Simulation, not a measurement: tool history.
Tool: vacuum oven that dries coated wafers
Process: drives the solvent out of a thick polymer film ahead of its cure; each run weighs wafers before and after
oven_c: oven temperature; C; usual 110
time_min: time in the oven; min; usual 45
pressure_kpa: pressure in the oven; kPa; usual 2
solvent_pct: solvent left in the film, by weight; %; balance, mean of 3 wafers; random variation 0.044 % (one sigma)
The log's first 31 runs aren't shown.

| run | hour | oven_c | time_min | pressure_kpa | hours of work since the thermocouples were calibrated | hours of work since the vacuum gauge was cleaned of residue | solvent_pct |
|---|---|---|---|---|---|---|---|
| 32 | 1143.8 | 110 | 65 | 7.05 | 1486 | 754 | 7.69 |
| 33 | 1167.4 | 124 | 45 | 4.29 | 1500 | 769 | 3.41 |
| 34 | 1203.3 | 103 | 45 | 2.02 | 1522 | 791 | 6.04 |
| 35 | 1256.6 | 118 | 36 | 3.31 | 1555 | 823 | 4.72 |
| 36 | 1302 | 124 | 74 | 2.14 | 1582 | 851 | 1.43 |
| 37 | 1343.3 | 105 | 37 | 2 | 1608 | 876 | 6.67 |
| 38 | 1395.1 | 122 | 51 | 1.18 | 1639 | 908 | 1.52 |
| 39 | 1420.3 | 110 | 30 | 2 | 1655 | 923 | 6.55 |
| 40 | 1457.8 | 110 | 48 | 2 | 1678 | 946 | 4.17 |

Run 41 comes next. What will it give?
| 41 | 1497.4 | 103 | 45 | 1.33 | 1702 | 970 | ? |

{"run 41": {"solvent_pct": 5.43}}
Without the tool's hidden state the same run would have given solvent_pct 5.37 %.
